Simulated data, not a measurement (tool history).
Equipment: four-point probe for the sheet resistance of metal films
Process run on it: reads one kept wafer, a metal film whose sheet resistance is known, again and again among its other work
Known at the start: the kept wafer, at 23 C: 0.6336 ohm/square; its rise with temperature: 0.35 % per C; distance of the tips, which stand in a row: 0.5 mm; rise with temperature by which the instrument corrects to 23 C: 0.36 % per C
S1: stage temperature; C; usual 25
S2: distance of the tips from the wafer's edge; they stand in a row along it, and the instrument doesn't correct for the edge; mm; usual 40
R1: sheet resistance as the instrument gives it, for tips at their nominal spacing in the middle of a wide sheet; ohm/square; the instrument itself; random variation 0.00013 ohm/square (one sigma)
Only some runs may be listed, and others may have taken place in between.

| run | hour | S1 | S2 | R1 |
|---|---|---|---|---|
| 1 | 0 | 25 | 40 | 0.638656 |
| 2 | 95 | 23 | 40 | 0.638821 |
| 3 | 197.4 | 23 | 40 | 0.638966 |
| 4 | 248.1 | 30 | 40 | 0.638973 |
| 5 | 303.8 | 30 | 40 | 0.638822 |
| 6 | 378.6 | 25 | 8 | 0.640831 |
| 7 | 439.2 | 28 | 40 | 0.639389 |
| 8 | 501.1 | 28 | 40 | 0.63945 |
| 9 | 551.7 | 28 | 50 | 0.639286 |
| 10 | 637.4 | 20 | 29 | 0.64043 |
| 11 | 713.1 | 34 | 29 | 0.639684 |
| 12 | 759.3 | 22 | 6 | 0.642643 |

Estimate the outcome of run 13 from the log above:
| 13 | 817 | 25 | 6 | ? |

R1: 0.642634 ohm/square
On a tool with no hidden condition, and with the same random variation, this run would have come out at R1 0.635843 ohm/square.
